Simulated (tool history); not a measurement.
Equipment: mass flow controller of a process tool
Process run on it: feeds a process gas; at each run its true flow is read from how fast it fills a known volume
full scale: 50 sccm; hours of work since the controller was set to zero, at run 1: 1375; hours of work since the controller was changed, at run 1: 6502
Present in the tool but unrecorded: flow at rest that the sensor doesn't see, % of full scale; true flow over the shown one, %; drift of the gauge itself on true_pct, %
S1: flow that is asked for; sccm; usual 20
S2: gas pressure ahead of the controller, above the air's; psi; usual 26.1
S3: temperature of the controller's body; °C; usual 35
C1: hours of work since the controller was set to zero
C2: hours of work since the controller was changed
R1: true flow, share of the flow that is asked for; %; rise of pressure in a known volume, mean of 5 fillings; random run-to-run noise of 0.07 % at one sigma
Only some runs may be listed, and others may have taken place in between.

{"run": 1, "hour": 0.0, "S1": 20, "S2": 26.1, "S3": 35, "C1": 1375, "C2": 6502, "R1": 95.49}
{"run": 2, "hour": 184.4, "S1": 20, "S2": 26.1, "S3": 35, "C1": 1493, "C2": 6621, "R1": 95.53}
{"run": 3, "hour": 397.8, "S1": 20, "S2": 26.1, "S3": 28, "C1": 1630, "C2": 6758, "R1": 96.16}
{"run": 4, "hour": 628.8, "S1": 20, "S2": 26.1, "S3": 23, "C1": 1778, "C2": 6906, "R1": 96.63}
{"run": 5, "hour": 819.8, "S1": 20, "S2": 26.1, "S3": 28, "C1": 1901, "C2": 7028, "R1": 96.16}
{"run": 6, "hour": 1045.5, "S1": 20, "S2": 26.1, "S3": 28, "C1": 2046, "C2": 7173, "R1": 96.2}
{"hour": 1058.6, "done": "controller's zero set anew"}
{"run": 7, "hour": 1263.6, "S1": 20, "S2": 26.1, "S3": 28, "C1": 132, "C2": 7313, "R1": 96.34}
{"run": 8, "hour": 1436.5, "S1": 20, "S2": 26.1, "S3": 28, "C1": 243, "C2": 7424, "R1": 96.14}
{"run": 9, "hour": 1551.4, "S1": 20, "S2": 26.1, "S3": 28, "C1": 316, "C2": 7498, "R1": 96.25}
{"run": 10, "hour": 1659.8, "S1": 8, "S2": 25.4, "S3": 35, "C1": 386, "C2": 7567, "R1": 95.96}
{"run": 11, "hour": 1862.0, "S1": 16, "S2": 26.1, "S3": 33, "C1": 516, "C2": 7697, "R1": 95.76}
{"hour": 1909.9, "done": "controller's zero set anew, once more"}
{"run": 12, "hour": 1971.5, "S1": 16, "S2": 26.1, "S3": 33, "C1": 40, "C2": 7767, "R1": 94.72}
{"run": 13, "hour": 2179.6, "S1": 37, "S2": 33.1, "S3": 36, "C1": 173, "C2": 7901, "R1": 95.61}
{"run": 14, "hour": 2418.4, "S1": 37, "S2": 33.1, "S3": 36, "C1": 326, "C2": 8054, "R1": 95.53}
{"run": 15, "hour": 2637.3, "S1": 48, "S2": 38.1, "S3": 30, "C1": 467, "C2": 8195, "R1": 96.58}
{"run": 16, "hour": 2753.1, "S1": 48, "S2": 38.1, "S3": 30, "C1": 541, "C2": 8269, "R1": 96.6}
{"run": 17, "hour": 2975.7, "S1": 38, "S2": 29, "S3": 35, "C1": 684, "C2": 8412, "R1": 95.75}
{"run": 18, "hour": 3166.0, "S1": 18, "S2": 21.6, "S3": 35, "C1": 806, "C2": 8534, "R1": 94.81}

How would selected steps in R1 from run to run divide? Give the signed amount a tool lacking its hidden state would still show from settings, what came in and random variation, and the signed amount left for the hidden state, including any gauge scatter that is not in both of the compared results.
Run 9 -> 10: S1 20 -> 8, S2 26.1 -> 25.4, S3 28 -> 35. R1 -0.29 %: hidden state +1.17, all else -1.46.
Run 14 -> 15: S1 37 -> 48, S2 33.1 -> 38.1, S3 36 -> 30. R1 +1.05 %: hidden state -0.04, all else +1.09.
